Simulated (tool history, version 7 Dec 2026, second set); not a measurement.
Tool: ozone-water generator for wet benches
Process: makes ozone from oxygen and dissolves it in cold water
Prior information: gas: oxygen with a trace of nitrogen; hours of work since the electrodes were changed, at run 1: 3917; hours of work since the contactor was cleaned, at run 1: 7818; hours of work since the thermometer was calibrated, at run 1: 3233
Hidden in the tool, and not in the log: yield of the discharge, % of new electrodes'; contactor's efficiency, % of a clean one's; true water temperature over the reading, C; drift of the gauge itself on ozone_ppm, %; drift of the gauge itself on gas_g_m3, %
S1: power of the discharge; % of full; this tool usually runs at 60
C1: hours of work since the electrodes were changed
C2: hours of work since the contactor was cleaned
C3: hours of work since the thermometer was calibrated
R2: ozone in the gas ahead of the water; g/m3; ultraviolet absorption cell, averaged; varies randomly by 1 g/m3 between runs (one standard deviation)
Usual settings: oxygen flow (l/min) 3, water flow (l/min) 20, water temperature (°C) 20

run 1 hour=0 | S1=60 oxygen_flow_(l/min)=3 water_flow_(l/min)=20 water_temperature_(°C)=20 | C1=3917 C2=7818 C3=3233 | dissolved_ozone_(ppm)=10.4 R2=172.3
run 2 hour=158.3 | S1=60 oxygen_flow_(l/min)=3 water_flow_(l/min)=20 water_temperature_(°C)=20 | C1=4067 C2=7969 C3=3383 | dissolved_ozone_(ppm)=10.4 R2=171
run 3 hour=310.8 | S1=60 oxygen_flow_(l/min)=3 water_flow_(l/min)=20 water_temperature_(°C)=20 | C1=4212 C2=8113 C3=3528 | dissolved_ozone_(ppm)=10.1 R2=172.5
run 4 hour=447.5 | S1=60 oxygen_flow_(l/min)=3.3 water_flow_(l/min)=20 water_temperature_(°C)=20 | C1=4342 C2=8243 C3=3658 | dissolved_ozone_(ppm)=10.4 R2=159.6
run 5 hour=524.3 | S1=60 oxygen_flow_(l/min)=3.3 water_flow_(l/min)=20 water_temperature_(°C)=20 | C1=4414 C2=8316 C3=3730 | dissolved_ozone_(ppm)=10.4 R2=160.5
run 6 hour=661.2 | S1=60 oxygen_flow_(l/min)=3.3 water_flow_(l/min)=20 water_temperature_(°C)=20 | C1=4544 C2=8446 C3=3861 | dissolved_ozone_(ppm)=10.2 R2=161.2
-- hour=777.7 water thermometer calibrated
run 7 hour=786.8 | S1=60 oxygen_flow_(l/min)=3 water_flow_(l/min)=20 water_temperature_(°C)=20 | C1=4663 C2=8565 C3=9 | dissolved_ozone_(ppm)=10.2 R2=170
run 8 hour=944.5 | S1=60 oxygen_flow_(l/min)=3 water_flow_(l/min)=20 water_temperature_(°C)=20 | C1=4813 C2=8715 C3=158 | dissolved_ozone_(ppm)=10.2 R2=168.5
run 9 hour=1021.8 | S1=60 oxygen_flow_(l/min)=3 water_flow_(l/min)=13 water_temperature_(°C)=20 | C1=4886 C2=8788 C3=232 | dissolved_ozone_(ppm)=15.1 R2=169.4
run 10 hour=1135 | S1=60 oxygen_flow_(l/min)=3 water_flow_(l/min)=13 water_temperature_(°C)=20 | C1=4994 C2=8895 C3=339 | dissolved_ozone_(ppm)=14.7 R2=169.7
run 11 hour=1204.7 | S1=60 oxygen_flow_(l/min)=3 water_flow_(l/min)=13 water_temperature_(°C)=20 | C1=5060 C2=8962 C3=405 | dissolved_ozone_(ppm)=14.7 R2=168.6
run 12 hour=1291 | S1=60 oxygen_flow_(l/min)=3 water_flow_(l/min)=29 water_temperature_(°C)=20 | C1=5142 C2=9044 C3=487 | dissolved_ozone_(ppm)=6.9 R2=167.8
run 13 hour=1431.5 | S1=60 oxygen_flow_(l/min)=2.28 water_flow_(l/min)=20 water_temperature_(°C)=20 | C1=5275 C2=9177 C3=621 | dissolved_ozone_(ppm)=9.9 R2=196.4
run 14 hour=1581.9 | S1=60 oxygen_flow_(l/min)=2.85 water_flow_(l/min)=20 water_temperature_(°C)=20 | C1=5418 C2=9320 C3=764 | dissolved_ozone_(ppm)=9.8 R2=171.9
run 15 hour=1692.2 | S1=60 oxygen_flow_(l/min)=3 water_flow_(l/min)=20 water_temperature_(°C)=25 | C1=5523 C2=9424 C3=868 | dissolved_ozone_(ppm)=9.4 R2=167.4
run 16 hour=1808.4 | S1=60 oxygen_flow_(l/min)=3 water_flow_(l/min)=20 water_temperature_(°C)=25 | C1=5633 C2=9535 C3=979 | dissolved_ozone_(ppm)=9.4 R2=166.6
run 17 hour=1889.1 | S1=60 oxygen_flow_(l/min)=3 water_flow_(l/min)=13 water_temperature_(°C)=20 | C1=5710 C2=9611 C3=1055 | dissolved_ozone_(ppm)=14.7 R2=167.5
run 18 hour=2002.5 | S1=60 oxygen_flow_(l/min)=3 water_flow_(l/min)=13 water_temperature_(°C)=20 | C1=5817 C2=9719 C3=1163 | dissolved_ozone_(ppm)=14.4 R2=165.6
run 19 hour=2119 | S1=85 oxygen_flow_(l/min)=3 water_flow_(l/min)=20 water_temperature_(°C)=13 | C1=5928 C2=9830 C3=1273 | dissolved_ozone_(ppm)=12.8 R2=197.3
run 20 hour=2205.4 | S1=82 oxygen_flow_(l/min)=2.7 water_flow_(l/min)=20 water_temperature_(°C)=18 | C1=6010 C2=9912 C3=1356 | dissolved_ozone_(ppm)=11.5 R2=205.7
run 21 hour=2293.3 | S1=82 oxygen_flow_(l/min)=2.7 water_flow_(l/min)=20 water_temperature_(°C)=18 | C1=6094 C2=9995 C3=1439 | dissolved_ozone_(ppm)=11.6 R2=206.2
run 22 hour=2441 | S1=88 oxygen_flow_(l/min)=2.26 water_flow_(l/min)=12 water_temperature_(°C)=16 | C1=6234 C2=10135 C3=1579 | dissolved_ozone_(ppm)=19.7 R2=238.5
run 23 hour=2559.8 | S1=93 oxygen_flow_(l/min)=3 water_flow_(l/min)=19 water_temperature_(°C)=20 | C1=6347 C2=10248 C3=1692 | dissolved_ozone_(ppm)=12.8 R2=205.5
run 24 hour=2654.4 | S1=93 oxygen_flow_(l/min)=3 water_flow_(l/min)=19 water_temperature_(°C)=20 | C1=6436 C2=10338 C3=1782 | dissolved_ozone_(ppm)=12.6 R2=206.6
run 25 hour=2756.7 | S1=51 oxygen_flow_(l/min)=2.5 water_flow_(l/min)=21 water_temperature_(°C)=16 | C1=6534 C2=10435 C3=1879 | dissolved_ozone_(ppm)=8.6 R2=167.5
run 26 hour=2892.3 | S1=51 oxygen_flow_(l/min)=2.5 water_flow_(l/min)=21 water_temperature_(°C)=16 | C1=6662 C2=10564 C3=2008 | dissolved_ozone_(ppm)=8.7 R2=169.7
run 27 hour=3040.8 | S1=51 oxygen_flow_(l/min)=2.5 water_flow_(l/min)=21 water_temperature_(°C)=16 | C1=6803 C2=10705 C3=2149 | dissolved_ozone_(ppm)=8.7 R2=168.1
run 28 hour=3112.1 | S1=51 oxygen_flow_(l/min)=2.5 water_flow_(l/min)=21 water_temperature_(°C)=16 | C1=6871 C2=10773 C3=2216 | dissolved_ozone_(ppm)=8.7 R2=167.5
run 29 hour=3270.3 | S1=78 oxygen_flow_(l/min)=4.96 water_flow_(l/min)=21 water_temperature_(°C)=16 | C1=7021 C2=10923 C3=2367 | dissolved_ozone_(ppm)=11.3 R2=137.7
run 30 hour=3399.2 | S1=49 oxygen_flow_(l/min)=2.82 water_flow_(l/min)=28 water_temperature_(°C)=13 | C1=7144 C2=11045 C3=2489 | dissolved_ozone_(ppm)=6.5 R2=151.4
run 31 hour=3547.9 | S1=95 oxygen_flow_(l/min)=3.36 water_flow_(l/min)=21 water_temperature_(°C)=25 | C1=7285 C2=11186 C3=2630 | dissolved_ozone_(ppm)=10.8 R2=190
run 32 hour=3652.9 | S1=95 oxygen_flow_(l/min)=3.36 water_flow_(l/min)=21 water_temperature_(°C)=25 | C1=7384 C2=11286 C3=2730 | dissolved_ozone_(ppm)=10.7 R2=189
run 33 hour=3744.5 | S1=95 oxygen_flow_(l/min)=3.36 water_flow_(l/min)=21 water_temperature_(°C)=25 | C1=7471 C2=11373 C3=2817 | dissolved_ozone_(ppm)=10.9 R2=190.6

Hidden state at the last listed run before each entry between runs and at the first one after, where it differs:
After run 6, before run 7: water thermometer calibrated (hour 777.7)
  yield of the discharge, % of new electrodes': 92.7 -> 92.5; contactor's efficiency, % of a clean one's: 86.5 -> 86.3; true water temperature over the reading, C: 0.14 -> -0.01
  measured value less the no-hidden-state value, dissolved ozone (ppm): -1.7 -> -1.7; R2: -11.5 -> -12.6 g/m3
